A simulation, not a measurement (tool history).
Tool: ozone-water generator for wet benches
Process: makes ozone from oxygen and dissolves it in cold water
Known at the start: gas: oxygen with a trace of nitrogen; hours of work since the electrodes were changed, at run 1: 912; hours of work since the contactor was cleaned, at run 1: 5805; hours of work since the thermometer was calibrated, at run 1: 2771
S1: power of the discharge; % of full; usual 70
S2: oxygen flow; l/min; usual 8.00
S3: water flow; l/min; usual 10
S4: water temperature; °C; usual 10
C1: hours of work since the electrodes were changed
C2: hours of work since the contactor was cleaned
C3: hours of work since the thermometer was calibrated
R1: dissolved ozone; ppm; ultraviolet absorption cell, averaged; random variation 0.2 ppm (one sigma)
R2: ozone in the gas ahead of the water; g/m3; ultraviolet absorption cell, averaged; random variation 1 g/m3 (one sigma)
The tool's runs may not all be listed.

run	day	S1	S2	S3	S4	C1	C2	C3	R1	R2
1	0.000	70	8.00	10	10	912	5805	2771	28.2	181.7
2	2.646	70	8.00	10	10	973	5865	2832	29.0	183.2
3	5.429	70	8.00	10	10	1036	5929	2895	28.4	181.9
# day 7.462: contactor cleaned
4	8.033	70	8.00	10	10	1092	13	2951	28.9	180.3
5	11.100	70	8.00	10	10	1161	83	3021	28.8	181.7
6	13.933	70	8.00	10	10	1226	147	3085	28.5	180.3
7	15.400	70	8.00	10	10	1260	181	3119	28.4	180.4
8	17.233	70	12.95	10	10	1301	223	3160	24.6	138.3
9	19.300	70	12.95	10	10	1348	270	3208	24.7	135.8
10	21.654	70	12.95	10	10	1402	324	3261	24.8	136.4
11	24.167	70	12.95	10	10	1459	381	3319	24.7	136.9
12	27.142	70	12.95	10	10	1527	449	3386	25.0	135.2
13	29.050	70	12.95	10	10	1571	492	3430	24.7	136.0
14	30.596	70	8.00	10	10	1606	527	3465	28.7	180.2
15	31.971	70	10.00	10	10	1637	559	3497	27.0	156.7
16	33.329	70	10.00	12	10	1668	590	3527	24.3	157.0
17	36.096	70	12.71	12	10	1731	653	3591	22.8	138.0
18	38.858	70	12.71	12	10	1794	716	3654	23.3	135.7
19	40.504	70	12.71	12	10	1832	753	3691	22.9	136.4
20	42.742	46	12.71	10	11	1883	804	3742	16.8	94.9
21	44.142	70	4.50	10	6	1915	836	3774	33.4	249.6
22	45.646	58	5.62	11	12	1949	870	3808	23.8	184.8
23	47.667	70	8.00	13	10	1995	917	3854	24.3	176.1
# day 47.892: gauge calibrated
24	49.292	70	8.00	13	10	2032	954	3891	24.5	182.1
25	51.900	70	8.77	13	5	2092	1013	3951	26.8	171.9
26	53.779	70	4.14	16	5	2135	1056	3994	23.3	267.2
27	56.767	96	4.14	16	5	2203	1124	4062	30.4	347.7
28	58.233	96	11.35	6	5	2236	1158	4095	47.0	193.6
29	60.762	96	11.35	6	5	2294	1215	4153	47.3	191.6
30	62.446	88	7.29	7	5	2332	1254	4191	47.5	231.8
31	64.117	88	7.29	7	5	2370	1292	4229	47.0	231.5
32	66.250	78	8.00	10	10	2419	1340	4278	31.5	197.4
33	69.192	56	6.38	7	10	2486	1407	4345	30.7	169.5

3 ways to go on from here, each from the tool as it stands after run 33. What would each give?
A	70.533	70	8.00	11	10	2517	1438	4376	?	?
B	70.533	56	6.38	8	10	2517	1438	4376	?	?
C	70.533	70	8.00	10	15	2517	1438	4376	?	?

run	R1	R2
A	26.9	179.6
B	28.1	170.0
C	25.4	179.1
Without the tool's hidden state the same runs would have given:
run	R1	R2
A	26.9	182.3
B	28.1	172.5
C	25.4	181.7
